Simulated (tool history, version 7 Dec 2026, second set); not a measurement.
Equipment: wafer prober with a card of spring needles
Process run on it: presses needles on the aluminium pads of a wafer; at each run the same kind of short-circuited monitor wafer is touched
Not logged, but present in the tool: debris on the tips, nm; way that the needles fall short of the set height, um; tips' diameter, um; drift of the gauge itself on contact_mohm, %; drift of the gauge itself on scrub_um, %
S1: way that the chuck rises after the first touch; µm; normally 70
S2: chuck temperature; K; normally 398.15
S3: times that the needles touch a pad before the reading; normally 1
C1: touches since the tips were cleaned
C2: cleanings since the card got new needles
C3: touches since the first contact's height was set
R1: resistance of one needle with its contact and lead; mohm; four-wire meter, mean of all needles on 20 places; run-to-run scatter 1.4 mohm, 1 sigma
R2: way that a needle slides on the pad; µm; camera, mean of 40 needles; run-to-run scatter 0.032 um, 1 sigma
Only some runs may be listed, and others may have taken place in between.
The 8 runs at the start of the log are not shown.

run	hour	S1	S2	S3	C1	C2	C3	R1	R2
# hour 111.3: tips cleaned on abrasive film
9	112.6	70	398.15	1	672	22	79218	130	10.51
10	124.9	70	398.15	1	6632	22	85178	176	10.55
# hour 126.2: tips cleaned on abrasive film
11	135.5	70	398.15	1	4530	23	90292	167	10.57
# hour 138.7: height of the first contact set anew
# hour 141.6: tips cleaned on abrasive film
12	147.1	70	387.15	1	2677	24	4011	152	10.66
# hour 156.7: tips cleaned on abrasive film
13	163.1	70	354.15	1	3133	25	11781	152	10.70
# hour 173.0: tips cleaned on abrasive film
14	179.3	89	354.15	1	3066	26	19613	136	13.55
# hour 188.0: tips cleaned on abrasive film
15	193.9	89	354.15	1	2865	27	26659	133	13.58
# hour 203.0: tips cleaned on abrasive film
16	204.2	89	354.15	1	584	28	31634	117	13.56
# hour 219.8: tips cleaned on abrasive film
17	222.3	51	305.15	1	1228	29	40381	148	7.69
# hour 235.2: tips cleaned on abrasive film
18	236.8	78	398.15	2	758	30	47388	122	11.84
19	245.0	78	398.15	2	4745	30	51375	139	11.82
# hour 251.0: tips cleaned on abrasive film
20	258.2	81	397.15	1	3498	31	57769	147	12.25
# hour 266.6: tips cleaned on abrasive film
21	276.4	82	321.15	2	4776	32	66582	130	12.40
# hour 282.4: tips cleaned on abrasive film
22	290.3	67	352.15	2	3818	33	73264	145	10.07
# hour 297.6: tips cleaned on abrasive film
23	298.9	70	302.15	1	658	34	77418	121	10.47
# hour 313.3: tips cleaned on abrasive film
24	313.3	66	398.15	1	0	35	84364	123	9.94
# hour 329.2: tips cleaned on abrasive film
# hour 329.5: height of the first contact set anew
25	333.7	72	398.15	1	2020	36	2020	147	10.96
26	342.8	70	378.15	1	6446	36	6446	172	10.69
# hour 345.6: tips cleaned on abrasive film
27	354.2	72	398.15	1	4188	37	11967	160	11.06
# hour 361.1: tips cleaned on abrasive film
28	374.2	72	398.15	1	6396	38	21651	170	10.97
# hour 376.6: tips cleaned on abrasive film
29	390.8	70	333.15	1	6905	39	29642	178	10.65
# hour 392.4: tips cleaned on abrasive film
30	399.2	70	360.15	1	3324	40	33723	158	10.65
# hour 408.2: tips cleaned on abrasive film
31	408.3	88	372.15	1	46	41	38067	115	13.38
32	419.4	57	302.15	1	5454	41	43475	202	8.65

Below are 4 alternative next runs, each starting from the tool's condition after run 32. Predict each:
# hour 423.6: tips cleaned on abrasive film
A	435.6	57	311.15	3	5842	42	51333	?	?
# hour 423.6: tips cleaned on abrasive film
B	435.6	76	348.15	3	5842	42	51333	?	?
# hour 423.6: tips cleaned on abrasive film
C	435.6	57	342.15	1	5842	42	51333	?	?
# hour 423.6: tips cleaned on abrasive film
D	435.6	70	360.15	3	5842	42	51333	?	?

run	R1	R2
A	141	8.61
B	128	11.55
C	202	8.62
D	133	10.61
Take away the tool's hidden state, keep each run's random variation, and the runs would have read:
run	R1	R2
A	105	8.70
B	107	11.64
C	109	8.71
D	110	10.71

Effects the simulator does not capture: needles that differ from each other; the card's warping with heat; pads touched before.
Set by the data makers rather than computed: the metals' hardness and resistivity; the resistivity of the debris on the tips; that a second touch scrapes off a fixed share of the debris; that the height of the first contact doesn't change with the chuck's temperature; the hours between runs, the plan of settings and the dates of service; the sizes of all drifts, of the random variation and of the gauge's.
